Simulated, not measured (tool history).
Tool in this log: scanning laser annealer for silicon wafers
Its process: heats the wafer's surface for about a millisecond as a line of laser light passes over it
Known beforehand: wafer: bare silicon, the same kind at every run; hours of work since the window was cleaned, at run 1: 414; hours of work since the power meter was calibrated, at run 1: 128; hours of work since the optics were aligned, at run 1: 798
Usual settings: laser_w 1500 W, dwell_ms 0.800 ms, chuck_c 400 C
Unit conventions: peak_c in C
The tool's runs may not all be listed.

| run | hour | laser_w | dwell_ms | chuck_c | hours of work since the window was cleaned | hours of work since the power meter was calibrated | hours of work since the optics were aligned | peak_c |
|---|---|---|---|---|---|---|---|---|
| 1 | 0.0 | 1500 | 0.800 | 400 | 414 | 128 | 798 | 1132 |
| 2 | 7.5 | 1617 | 0.800 | 400 | 418 | 131 | 802 | 1190 |
| 3 | 15.9 | 1617 | 0.800 | 400 | 423 | 136 | 806 | 1190 |
| 4 | 26.7 | 1500 | 0.800 | 400 | 428 | 141 | 812 | 1129 |
| 5 | 36.3 | 1500 | 0.800 | 400 | 433 | 146 | 817 | 1129 |
| 6 | 43.4 | 1500 | 0.800 | 400 | 436 | 150 | 820 | 1131 |
| 7 | 48.9 | 1500 | 0.800 | 400 | 439 | 152 | 823 | 1129 |
| 8 | 57.7 | 1500 | 0.800 | 400 | 444 | 157 | 828 | 1128 |
| 9 | 68.6 | 1500 | 0.800 | 400 | 449 | 162 | 833 | 1125 |
| 10 | 76.7 | 1500 | 0.800 | 373 | 453 | 166 | 837 | 1102 |
| 11 | 81.2 | 1500 | 0.800 | 373 | 455 | 169 | 839 | 1102 |
| 12 | 88.6 | 1500 | 0.800 | 373 | 459 | 172 | 843 | 1102 |
| 13 | 99.4 | 1500 | 0.800 | 373 | 465 | 178 | 849 | 1098 |
| 14 | 108.3 | 1500 | 0.800 | 373 | 469 | 182 | 853 | 1101 |
| 15 | 114.3 | 1500 | 0.800 | 373 | 472 | 185 | 856 | 1100 |
| 16 | 122.8 | 1500 | 0.800 | 373 | 477 | 190 | 860 | 1100 |
| 17 | 130.1 | 1500 | 0.800 | 373 | 480 | 193 | 864 | 1101 |
| 18 | 135.4 | 1515 | 0.800 | 400 | 483 | 196 | 867 | 1138 |
| 19 | 143.2 | 1450 | 0.800 | 400 | 487 | 200 | 871 | 1103 |
| 20 | 153.5 | 1450 | 0.800 | 400 | 492 | 205 | 876 | 1103 |
| 21 | 161.7 | 1450 | 0.800 | 400 | 496 | 209 | 880 | 1098 |
| 22 | 167.9 | 1626 | 0.918 | 401 | 499 | 213 | 883 | 1240 |
| 23 | 175.8 | 1500 | 0.800 | 395 | 503 | 217 | 887 | 1122 |
| 24 | 181.2 | 1500 | 0.966 | 400 | 506 | 219 | 890 | 1191 |
|  | 185.2 | laser's power meter calibrated |
| 25 | 191.7 | 1556 | 0.838 | 423 | 510 | 3 | 894 | 1192 |
| 26 | 198.9 | 1315 | 0.800 | 400 | 513 | 7 | 897 | 1036 |
| 27 | 204.7 | 1315 | 0.800 | 400 | 516 | 10 | 900 | 1035 |
| 28 | 212.9 | 1481 | 0.800 | 401 | 521 | 14 | 905 | 1115 |
|  | 224.6 | laser's power meter calibrated, once more |
| 29 | 226.1 | 1481 | 0.800 | 401 | 526 | 1 | 910 | 1121 |
| 30 | 230.9 | 1481 | 0.800 | 401 | 528 | 3 | 912 | 1120 |
| 31 | 240.4 | 1326 | 0.820 | 438 | 533 | 8 | 917 | 1087 |
| 32 | 245.9 | 1581 | 0.620 | 438 | 536 | 11 | 920 | 1120 |
| 33 | 252.5 | 1581 | 0.620 | 395 | 539 | 14 | 923 | 1081 |
| 34 | 262.6 | 1581 | 0.739 | 395 | 544 | 19 | 928 | 1137 |
| 35 | 267.1 | 1587 | 0.739 | 395 | 546 | 21 | 930 | 1141 |
| 36 | 277.4 | 1574 | 0.593 | 418 | 552 | 27 | 936 | 1088 |
| 37 | 282.0 | 1523 | 0.696 | 413 | 554 | 29 | 938 | 1104 |
| 38 | 292.2 | 1622 | 0.853 | 399 | 559 | 34 | 943 | 1209 |
| 39 | 297.9 | 1544 | 0.654 | 440 | 562 | 37 | 946 | 1123 |
| 40 | 304.8 | 1509 | 0.654 | 440 | 566 | 41 | 949 | 1107 |
| 41 | 310.9 | 1509 | 0.654 | 440 | 569 | 44 | 953 | 1110 |
| 42 | 317.0 | 1509 | 0.799 | 373 | 572 | 47 | 956 | 1102 |

Forecast each of these 3 alternatives for the next run:
| A | 322.5 | 1509 | 0.799 | 427 | 574 | 49 | 958 | ? |
| B | 322.5 | 1509 | 0.596 | 373 | 574 | 49 | 958 | ? |
| C | 322.5 | 1384 | 0.800 | 408 | 574 | 49 | 958 | ? |

| run | peak_c |
|---|---|
| A | 1157 |
| B | 1014 |
| C | 1074 |
Had the tool no hidden state, the same runs would have come out as:
| run | peak_c |
|---|---|
| A | 1187 |
| B | 1041 |
| C | 1102 |
